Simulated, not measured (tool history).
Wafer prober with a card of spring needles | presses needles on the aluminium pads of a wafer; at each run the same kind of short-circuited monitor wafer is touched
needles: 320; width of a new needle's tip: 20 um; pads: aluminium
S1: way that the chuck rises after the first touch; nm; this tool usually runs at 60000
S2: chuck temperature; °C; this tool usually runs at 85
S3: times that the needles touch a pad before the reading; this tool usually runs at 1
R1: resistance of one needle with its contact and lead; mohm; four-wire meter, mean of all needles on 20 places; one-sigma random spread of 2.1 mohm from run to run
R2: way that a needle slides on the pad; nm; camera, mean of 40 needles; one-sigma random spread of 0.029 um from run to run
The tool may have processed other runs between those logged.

Run 1, hour 0.0: usual settings. Result: R1 227 mohm, R2 13650 nm.
At hour 6.6: tips cleaned on abrasive film.
Run 2, hour 8.6: usual settings. Result: R1 229 mohm, R2 13650 nm.
Run 3, hour 16.8: usual settings. Result: R1 230 mohm, R2 13650 nm.
At hour 19.6: tips cleaned on abrasive film.
Run 4, hour 24.1: usual settings. Result: R1 229 mohm, R2 13580 nm.
At hour 32.4: tips cleaned on abrasive film.
Run 5, hour 32.4: usual settings. Result: R1 231 mohm, R2 13570 nm.
Run 6, hour 39.7: usual settings. Result: R1 225 mohm, R2 13580 nm.
At hour 45.2: tips cleaned on abrasive film.
Run 7, hour 49.1: usual settings. Result: R1 229 mohm, R2 13560 nm.
Run 8, hour 57.1: usual settings. Result: R1 229 mohm, R2 13530 nm.
At hour 58.1: tips cleaned on abrasive film.
Run 9, hour 64.8: usual settings. Result: R1 230 mohm, R2 13560 nm.
At hour 71.4: tips cleaned on abrasive film.
Run 10, hour 73.3: usual settings but S1 65000 nm. Result: R1 226 mohm, R2 14600 nm.
Run 11, hour 79.1: usual settings but S1 65000 nm. Result: R1 229 mohm, R2 14610 nm.
Run 12, hour 83.3: usual settings but S1 58000 nm. Result: R1 231 mohm, R2 13030 nm.
At hour 84.5: tips cleaned on abrasive film.
Run 13, hour 90.5: usual settings but S1 64000 nm, S2 73 °C, S3 2. Result: R1 225 mohm, R2 14360 nm.
At hour 97.4: tips cleaned on abrasive film.
Run 14, hour 99.7: usual settings but S1 73000 nm, S2 32 °C, S3 2. Result: R1 211 mohm, R2 16360 nm.
Run 15, hour 109.5: usual settings but S2 28 °C, S3 2. Result: R1 217 mohm, R2 13420 nm.
At hour 110.2: tips cleaned on abrasive film.
Run 16, hour 114.1: usual settings but S1 57000 nm, S2 50 °C, S3 2. Result: R1 221 mohm, R2 12720 nm.
Run 17, hour 122.4: usual settings but S3 2. Result: R1 228 mohm, R2 13370 nm.
At hour 122.9: tips cleaned on abrasive film.
Run 18, hour 130.5: usual settings but S3 2. Result: R1 229 mohm, R2 13320 nm.
At hour 136.0: tips cleaned on abrasive film.
Run 19, hour 137.9: usual settings but S3 2. Result: R1 227 mohm, R2 13360 nm.
Run 20, hour 145.9: usual settings but S3 2. Result: R1 228 mohm, R2 13330 nm.
At hour 146.6: gauge calibrated.
At hour 149.0: tips cleaned on abrasive film.
Run 21, hour 153.6: usual settings but S1 56000 nm. Result: R1 226 mohm, R2 12760 nm.
At hour 162.5: tips cleaned on abrasive film.
Run 22, hour 163.5: usual settings but S1 56000 nm, S2 40 °C, S3 2. Result: R1 221 mohm, R2 12750 nm.
Run 23, hour 169.7: usual settings but S1 55000 nm, S2 36 °C. Result: R1 219 mohm, R2 12470 nm.

What would each run have given without the hidden state, its run-to-run variation left as it was?
Hidden conditions of the tool in this case: debris on the tips, nm; way that the needles fall short of the set height, um; tips' diameter, um; drift of the gauge itself on contact_mohm, %; drift of the gauge itself on scrub_um, %.
run     R2
  1  13650
  2  13670
  3  13690
  4  13640
  5  13650
  6  13680
  7  13680
  8  13670
  9  13720
 10  14800
 11  14820
 12  13220
 13  14590
 14  16650
 15  13680
 16  12980
 17  13670
 18  13630
 19  13700
 20  13680
 21  12780
 22  12790
 23  12530
R1 without the hidden state stays within 1 mohm of what was measured, in all runs.
